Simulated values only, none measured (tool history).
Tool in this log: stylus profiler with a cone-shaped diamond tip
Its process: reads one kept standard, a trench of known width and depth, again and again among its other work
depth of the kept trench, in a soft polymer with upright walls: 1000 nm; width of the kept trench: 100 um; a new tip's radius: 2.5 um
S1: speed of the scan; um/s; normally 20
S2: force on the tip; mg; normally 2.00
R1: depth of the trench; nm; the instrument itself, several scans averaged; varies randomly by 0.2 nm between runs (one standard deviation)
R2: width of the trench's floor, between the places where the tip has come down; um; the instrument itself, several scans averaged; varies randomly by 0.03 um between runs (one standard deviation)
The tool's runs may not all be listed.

Run 1, hour 0.0: usual settings. Result: R1 1006.78 nm, R2 93.30 um.
Run 2, hour 37.6: usual settings. Result: R1 1008.92 nm, R2 93.17 um.
Run 3, hour 75.9: usual settings. Result: R1 1008.82 nm, R2 93.17 um.
Run 4, hour 104.0: usual settings but S2 3.92 mg. Result: R1 1012.90 nm, R2 93.20 um.
Run 5, hour 140.3: usual settings but S2 3.92 mg. Result: R1 1013.02 nm, R2 93.16 um.
Run 6, hour 184.5: usual settings but S2 4.51 mg. Result: R1 1014.52 nm, R2 93.07 um.
Run 7, hour 221.9: usual settings but S2 0.73 mg. Result: R1 1004.64 nm, R2 93.01 um.
Run 8, hour 264.5: usual settings but S1 24 um/s, S2 0.73 mg. Result: R1 1004.03 nm, R2 92.87 um.
Run 9, hour 301.4: usual settings but S1 24 um/s, S2 0.73 mg. Result: R1 1004.29 nm, R2 92.89 um.
Run 10, hour 360.7: usual settings but S1 24 um/s, S2 0.73 mg. Result: R1 1003.98 nm, R2 92.84 um.
Run 11, hour 416.9: usual settings but S1 24 um/s, S2 0.73 mg. Result: R1 1004.27 nm, R2 92.77 um.
Run 12, hour 460.0: usual settings. Result: R1 1008.25 nm, R2 92.81 um.
Run 13, hour 485.4: usual settings. Result: R1 1008.11 nm, R2 92.72 um.
Run 14, hour 514.8: usual settings but S2 2.09 mg. Result: R1 1008.30 nm, R2 92.72 um.
Run 15, hour 551.6: usual settings but S2 0.71 mg. Result: R1 1003.97 nm, R2 92.65 um.
Run 16, hour 578.8: usual settings but S1 38 um/s, S2 5.58 mg. Result: R1 1015.80 nm, R2 92.72 um.
Run 17, hour 622.2: usual settings but S1 35 um/s, S2 1.88 mg. Result: R1 1007.41 nm, R2 92.61 um.
Run 18, hour 659.4: usual settings but S1 35 um/s, S2 1.88 mg. Result: R1 1007.16 nm, R2 92.52 um.
Run 19, hour 714.5: usual settings but S1 9 um/s, S2 0.85 mg. Result: R1 1004.40 nm, R2 92.59 um.
Run 20, hour 747.6: usual settings but S1 24 um/s, S2 5.61 mg. Result: R1 1016.18 nm, R2 92.57 um.
Run 21, hour 778.6: usual settings but S1 14 um/s, S2 0.84 mg. Result: R1 1004.20 nm, R2 92.55 um.
Run 22, hour 813.2: usual settings but S1 43 um/s, S2 1.37 mg. Result: R1 1005.98 nm, R2 92.40 um.
Run 23, hour 857.3: usual settings but S2 0.85 mg. Result: R1 1004.56 nm, R2 95.83 um.
Run 24, hour 910.3: usual settings but S1 24 um/s, S2 3.39 mg. Result: R1 1011.20 nm, R2 95.75 um.
Run 25, hour 966.5: usual settings but S1 61 um/s, S2 5.43 mg. Result: R1 1015.50 nm, R2 95.59 um.
Run 26, hour 998.5: usual settings but S1 61 um/s, S2 5.43 mg. Result: R1 1015.31 nm, R2 95.56 um.
Run 27, hour 1026.8: usual settings but S1 67 um/s, S2 2.88 mg. Result: R1 1009.73 nm, R2 95.51 um.
Run 28, hour 1064.8: usual settings but S1 67 um/s, S2 2.88 mg. Result: R1 1009.72 nm, R2 95.41 um.

Not shown: 2 entries that the log had between the listed runs. Between which runs, and how does the tool's hidden state differ before and after?
Runs 1 to 2: height scale calibrated on a step standard (hour 23.5)
  radius of the tip, um: 6.11 -> 6.18; height scale over the true one, %: -0.132 -> 0.062
  what was measured, less what the result would be without the hidden state, R1: -1.34 -> +0.63 nm; R2: -2.70 -> -2.74 um
Runs 22 to 23: new tip fitted, height scale calibrated (hour 851.7)
  radius of the tip, um: 7.46 -> 2.6; height scale over the true one, %: -0.035 -> -0.009
  what was measured, less what the result would be without the hidden state, R1: -0.35 -> -0.09 nm; R2: -3.46 -> -0.10 um

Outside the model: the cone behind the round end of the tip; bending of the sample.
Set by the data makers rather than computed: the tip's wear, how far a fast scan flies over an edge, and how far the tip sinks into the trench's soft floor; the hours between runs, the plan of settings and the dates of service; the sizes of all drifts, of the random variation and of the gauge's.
